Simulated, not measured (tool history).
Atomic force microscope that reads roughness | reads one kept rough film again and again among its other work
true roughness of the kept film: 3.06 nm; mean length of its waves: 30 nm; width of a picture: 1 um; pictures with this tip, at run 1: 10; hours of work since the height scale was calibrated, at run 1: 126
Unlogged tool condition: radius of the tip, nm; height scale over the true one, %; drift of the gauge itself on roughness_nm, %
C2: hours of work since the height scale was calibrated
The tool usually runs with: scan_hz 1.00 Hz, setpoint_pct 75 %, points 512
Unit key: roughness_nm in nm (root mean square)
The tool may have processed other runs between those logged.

Run 1, hour 0.0: usual settings; pictures with this tip 10; C2 126. Result: roughness_nm 2.512 nm (root mean square).
At hour 33.2: new tip fitted.
Run 2, hour 48.1: usual settings; pictures with this tip 30; C2 157. Result: roughness_nm 2.492 nm (root mean square).
At hour 68.5: new tip fitted.
Run 3, hour 85.2: usual settings; pictures with this tip 34; C2 181. Result: roughness_nm 2.491 nm (root mean square).
At hour 106.3: new tip fitted.
Run 4, hour 127.2: usual settings; pictures with this tip 42; C2 208. Result: roughness_nm 2.495 nm (root mean square).
At hour 144.4: new tip fitted.
Run 5, hour 160.0: usual settings but setpoint_pct 71 %; pictures with this tip 32; C2 230. Result: roughness_nm 2.530 nm (root mean square).
At hour 180.0: new tip fitted.
Run 6, hour 210.0: usual settings but setpoint_pct 71 %; pictures with this tip 61; C2 262. Result: roughness_nm 2.516 nm (root mean square).
At hour 218.4: new tip fitted.
At hour 255.6: new tip fitted.
Run 7, hour 257.7: usual settings but setpoint_pct 77 %; pictures with this tip 4; C2 293. Result: roughness_nm 2.476 nm (root mean square).
Run 8, hour 283.2: usual settings but setpoint_pct 77 %; pictures with this tip 56; C2 310. Result: roughness_nm 2.484 nm (root mean square).
At hour 291.2: new tip fitted.
Run 9, hour 320.1: usual settings but setpoint_pct 77 %; pictures with this tip 59; C2 334. Result: roughness_nm 2.468 nm (root mean square).
At hour 326.7: new tip fitted.
Run 10, hour 351.8: usual settings but scan_hz 0.59 Hz; pictures with this tip 51; C2 354. Result: roughness_nm 2.565 nm (root mean square).
At hour 366.0: new tip fitted.
Run 11, hour 377.4: usual settings but scan_hz 0.59 Hz; pictures with this tip 23; C2 371. Result: roughness_nm 2.584 nm (root mean square).
At hour 404.3: new tip fitted.
Run 12, hour 428.5: usual settings but scan_hz 0.59 Hz; pictures with this tip 49; C2 404. Result: roughness_nm 2.574 nm (root mean square).
At hour 441.4: new tip fitted.
Run 13, hour 464.2: usual settings but scan_hz 0.59 Hz; pictures with this tip 46; C2 427. Result: roughness_nm 2.547 nm (root mean square).
At hour 477.5: new tip fitted.
Run 14, hour 504.0: usual settings but scan_hz 0.59 Hz; pictures with this tip 54; C2 453. Result: roughness_nm 2.580 nm (root mean square).
At hour 513.2: new tip fitted.
Run 15, hour 528.4: usual settings but scan_hz 0.59 Hz; pictures with this tip 31; C2 469. Result: roughness_nm 2.579 nm (root mean square).
At hour 548.4: new tip fitted.
Run 16, hour 561.7: usual settings but scan_hz 0.59 Hz, setpoint_pct 61 %; pictures with this tip 26; C2 491. Result: roughness_nm 2.642 nm (root mean square).
At hour 585.8: new tip fitted.
Run 17, hour 606.5: usual settings but scan_hz 0.59 Hz, setpoint_pct 61 %; pictures with this tip 42; C2 520. Result: roughness_nm 2.612 nm (root mean square).
At hour 623.4: new tip fitted.
Run 18, hour 649.5: usual settings but setpoint_pct 65 %; pictures with this tip 53; C2 548. Result: roughness_nm 2.583 nm (root mean square).
At hour 661.6: new tip fitted.
Run 19, hour 685.4: usual settings but setpoint_pct 65 %; pictures with this tip 48; C2 571. Result: roughness_nm 2.573 nm (root mean square).
At hour 697.2: new tip fitted.
Run 20, hour 724.1: usual settings but setpoint_pct 65 %; pictures with this tip 54; C2 596. Result: roughness_nm 2.565 nm (root mean square).
At hour 733.1: new tip fitted.
At hour 771.0: new tip fitted.
Run 21, hour 776.3: usual settings but setpoint_pct 65 %; pictures with this tip 11; C2 630. Result: roughness_nm 2.588 nm (root mean square).
At hour 807.1: new tip fitted.
Run 22, hour 821.2: usual settings; pictures with this tip 29; C2 659. Result: roughness_nm 2.486 nm (root mean square).
At hour 844.5: new tip fitted.
Run 23, hour 865.0: usual settings; pictures with this tip 41; C2 688. Result: roughness_nm 2.513 nm (root mean square).
At hour 882.2: new tip fitted.
At hour 918.5: new tip fitted.
Run 24, hour 918.5: usual settings; pictures with this tip 0; C2 722. Result: roughness_nm 2.486 nm (root mean square).
Run 25, hour 945.2: usual settings; pictures with this tip 54; C2 740. Result: roughness_nm 2.498 nm (root mean square).
At hour 954.5: new tip fitted.
Run 26, hour 988.0: usual settings but scan_hz 0.63 Hz, setpoint_pct 74 %; pictures with this tip 68; C2 768. Result: roughness_nm 2.558 nm (root mean square).
At hour 992.6: new tip fitted.
Run 27, hour 1015.2: usual settings but scan_hz 0.92 Hz, setpoint_pct 76 %, points 960; pictures with this tip 46; C2 785. Result: roughness_nm 2.511 nm (root mean square).
At hour 1028.9: new tip fitted.
Run 28, hour 1040.0: usual settings but scan_hz 0.92 Hz, setpoint_pct 76 %, points 960; pictures with this tip 22; C2 801. Result: roughness_nm 2.502 nm (root mean square).
At hour 1065.0: new tip fitted.
Run 29, hour 1081.6: usual settings but scan_hz 2.00 Hz; pictures with this tip 33; C2 828. Result: roughness_nm 2.328 nm (root mean square).
At hour 1102.1: new tip fitted.
Run 30, hour 1106.1: usual settings but scan_hz 2.86 Hz, setpoint_pct 82 %, points 689; pictures with this tip 8; C2 844. Result: roughness_nm 2.056 nm (root mean square).
Run 31, hour 1131.6: usual settings but scan_hz 2.86 Hz, setpoint_pct 82 %, points 689; pictures with this tip 60; C2 861. Result: roughness_nm 2.073 nm (root mean square).
At hour 1139.0: new tip fitted.
Run 32, hour 1160.8: usual settings but scan_hz 0.59 Hz, points 317; pictures with this tip 44; C2 880. Result: roughness_nm 2.546 nm (root mean square).
At hour 1177.0: new tip fitted.
Run 33, hour 1211.0: usual settings but scan_hz 0.55 Hz, setpoint_pct 83 %, points 324; pictures with this tip 69; C2 913. Result: roughness_nm 2.513 nm (root mean square).
At hour 1215.8: new tip fitted.
At hour 1252.4: new tip fitted.
Run 34, hour 1257.3: usual settings but scan_hz 0.55 Hz, setpoint_pct 83 %, points 324; pictures with this tip 10; C2 942. Result: roughness_nm 2.520 nm (root mean square).
At hour 1288.3: new tip fitted.
Run 35, hour 1289.7: usual settings but setpoint_pct 76 %, points 308; pictures with this tip 2; C2 963. Result: roughness_nm 2.451 nm (root mean square).
At hour 1324.4: new tip fitted.
Run 36, hour 1324.4: usual settings but scan_hz 0.52 Hz, setpoint_pct 68 %, points 308; pictures with this tip 0; C2 986. Result: roughness_nm 2.584 nm (root mean square).
At hour 1360.8: new tip fitted.
Run 37, hour 1377.3: usual settings but scan_hz 3.63 Hz, setpoint_pct 60 %, points 980; pictures with this tip 34; C2 1020. Result: roughness_nm 2.406 nm (root mean square).
At hour 1397.6: new tip fitted.
Run 38, hour 1426.5: usual settings but scan_hz 3.63 Hz, setpoint_pct 60 %, points 980; pictures with this tip 58; C2 1052. Result: roughness_nm 2.418 nm (root mean square).
At hour 1434.0: new tip fitted.
Run 39, hour 1453.9: usual settings but scan_hz 3.63 Hz, setpoint_pct 89 %, points 295; pictures with this tip 41; C2 1070. Result: roughness_nm 1.725 nm (root mean square).
At hour 1469.7: new tip fitted.
Run 40, hour 1476.8: usual settings but scan_hz 3.63 Hz, setpoint_pct 89 %, points 295; pictures with this tip 14; C2 1085. Result: roughness_nm 1.742 nm (root mean square).
At hour 1508.1: new tip fitted.
Run 41, hour 1529.7: usual settings but scan_hz 0.72 Hz, setpoint_pct 55 %, points 1019; pictures with this tip 44; C2 1119. Result: roughness_nm 2.642 nm (root mean square).
At hour 1547.0: new tip fitted.
Run 42, hour 1553.0: usual settings but scan_hz 3.43 Hz, points 436; pictures with this tip 12; C2 1134. Result: roughness_nm 2.126 nm (root mean square).
Run 43, hour 1575.4: usual settings but setpoint_pct 71 %; pictures with this tip 57; C2 1149. Result: roughness_nm 2.527 nm (root mean square).
At hour 1584.6: new tip fitted.
Run 44, hour 1607.2: usual settings but scan_hz 2.35 Hz, setpoint_pct 69 %, points 732; pictures with this tip 46; C2 1170. Result: roughness_nm 2.386 nm (root mean square).
At hour 1624.1: new tip fitted.
Run 45, hour 1635.9: usual settings but scan_hz 2.35 Hz, setpoint_pct 69 %, points 732; pictures with this tip 24; C2 1188. Result: roughness_nm 2.400 nm (root mean square).
At hour 1660.7: new tip fitted.
Run 46, hour 1660.7: usual settings but scan_hz 2.35 Hz, setpoint_pct 69 %, points 732; pictures with this tip 0; C2 1204. Result: roughness_nm 2.390 nm (root mean square).
Run 47, hour 1685.0: usual settings but setpoint_pct 65 %, points 1021; pictures with this tip 49; C2 1220. Result: roughness_nm 2.584 nm (root mean square).
At hour 1696.3: new tip fitted.
Run 48, hour 1712.6: usual settings but setpoint_pct 65 %, points 1021; pictures with this tip 33; C2 1238. Result: roughness_nm 2.575 nm (root mean square).
At hour 1733.7: new tip fitted.
Run 49, hour 1756.7: usual settings; pictures with this tip 46; C2 1267. Result: roughness_nm 2.494 nm (root mean square).

Hidden state at the last listed run before each entry between runs and at the first one after, where it differs:
After run 1, before run 2: new tip fitted (hour 33.2)
  nothing in the hidden state changes from one run to the other
After run 2, before run 3: new tip fitted (hour 68.5)
  height scale over the true one, %: 0 -> 0.01
After run 3, before run 4: new tip fitted (hour 106.3)
  radius of the tip, nm: 10.1 -> 10.2
After run 4, before run 5: new tip fitted (hour 144.4)
  nothing in the hidden state changes from one run to the other
After run 5, before run 6: new tip fitted (hour 180.0)
  radius of the tip, nm: 10.2 -> 10.3
After run 6, before run 7: new tip fitted (hour 218.4); new tip fitted (hour 255.6)
  radius of the tip, nm: 10.3 -> 10
After run 8, before run 9: new tip fitted (hour 291.2)
  nothing in the hidden state changes from one run to the other
After run 9, before run 10: new tip fitted (hour 326.7)
  nothing in the hidden state changes from one run to the other
After run 10, before run 11: new tip fitted (hour 366.0)
  radius of the tip, nm: 10.2 -> 10.1
After run 11, before run 12: new tip fitted (hour 404.3)
  radius of the tip, nm: 10.1 -> 10.2
After run 12, before run 13: new tip fitted (hour 441.4)
  nothing in the hidden state changes from one run to the other
After run 13, before run 14: new tip fitted (hour 477.5)
  nothing in the hidden state changes from one run to the other
After run 14, before run 15: new tip fitted (hour 513.2)
  radius of the tip, nm: 10.2 -> 10.1; height scale over the true one, %: 0.01 -> 0.02
After run 15, before run 16: new tip fitted (hour 548.4)
  nothing in the hidden state changes from one run to the other
After run 16, before run 17: new tip fitted (hour 585.8)
  radius of the tip, nm: 10.1 -> 10.2
After run 17, before run 18: new tip fitted (hour 623.4)
  nothing in the hidden state changes from one run to the other
After run 18, before run 19: new tip fitted (hour 661.6)
  nothing in the hidden state changes from one run to the other
After run 19, before run 20: new tip fitted (hour 697.2)
  nothing in the hidden state changes from one run to the other
After run 20, before run 21: new tip fitted (hour 733.1); new tip fitted (hour 771.0)
  radius of the tip, nm: 10.2 -> 10.1
After run 21, before run 22: new tip fitted (hour 807.1)
  nothing in the hidden state changes from one run to the other
After run 22, before run 23: new tip fitted (hour 844.5)
  radius of the tip, nm: 10.1 -> 10.2
After run 23, before run 24: new tip fitted (hour 882.2); new tip fitted (hour 918.5)
  radius of the tip, nm: 10.2 -> 10
After run 25, before run 26: new tip fitted (hour 954.5)
  radius of the tip, nm: 10.2 -> 10.3
After run 26, before run 27: new tip fitted (hour 992.6)
  radius of the tip, nm: 10.3 -> 10.2; height scale over the true one, %: 0.02 -> 0.03
After run 27, before run 28: new tip fitted (hour 1028.9)
  radius of the tip, nm: 10.2 -> 10.1
After run 28, before run 29: new tip fitted (hour 1065.0)
  radius of the tip, nm: 10.1 -> 10.2
After run 29, before run 30: new tip fitted (hour 1102.1)
  radius of the tip, nm: 10.2 -> 10
After run 31, before run 32: new tip fitted (hour 1139.0)
  nothing in the hidden state changes from one run to the other
After run 32, before run 33: new tip fitted (hour 1177.0)
  radius of the tip, nm: 10.2 -> 10.3
After run 33, before run 34: new tip fitted (hour 1215.8); new tip fitted (hour 1252.4)
  radius of the tip, nm: 10.3 -> 10
After run 34, before run 35: new tip fitted (hour 1288.3)
  nothing in the hidden state changes from one run to the other
After run 35, before run 36: new tip fitted (hour 1324.4)
  nothing in the hidden state changes from one run to the other
After run 36, before run 37: new tip fitted (hour 1360.8)
  radius of the tip, nm: 10 -> 10.2
After run 37, before run 38: new tip fitted (hour 1397.6)
  nothing in the hidden state changes from one run to the other
After run 38, before run 39: new tip fitted (hour 1434.0)
  nothing in the hidden state changes from one run to the other
After run 39, before run 40: new tip fitted (hour 1469.7)
  radius of the tip, nm: 10.2 -> 10.1
After run 40, before run 41: new tip fitted (hour 1508.1)
  radius of the tip, nm: 10.1 -> 10.2; height scale over the true one, %: 0.03 -> 0.04
After run 41, before run 42: new tip fitted (hour 1547.0)
  radius of the tip, nm: 10.2 -> 10.1
After run 43, before run 44: new tip fitted (hour 1584.6)
  nothing in the hidden state changes from one run to the other
After run 44, before run 45: new tip fitted (hour 1624.1)
  radius of the tip, nm: 10.2 -> 10.1
After run 45, before run 46: new tip fitted (hour 1660.7)
  radius of the tip, nm: 10.1 -> 10
After run 47, before run 48: new tip fitted (hour 1696.3)
  nothing in the hidden state changes from one run to the other
After run 48, before run 49: new tip fitted (hour 1733.7)
  nothing in the hidden state changes from one run to the other

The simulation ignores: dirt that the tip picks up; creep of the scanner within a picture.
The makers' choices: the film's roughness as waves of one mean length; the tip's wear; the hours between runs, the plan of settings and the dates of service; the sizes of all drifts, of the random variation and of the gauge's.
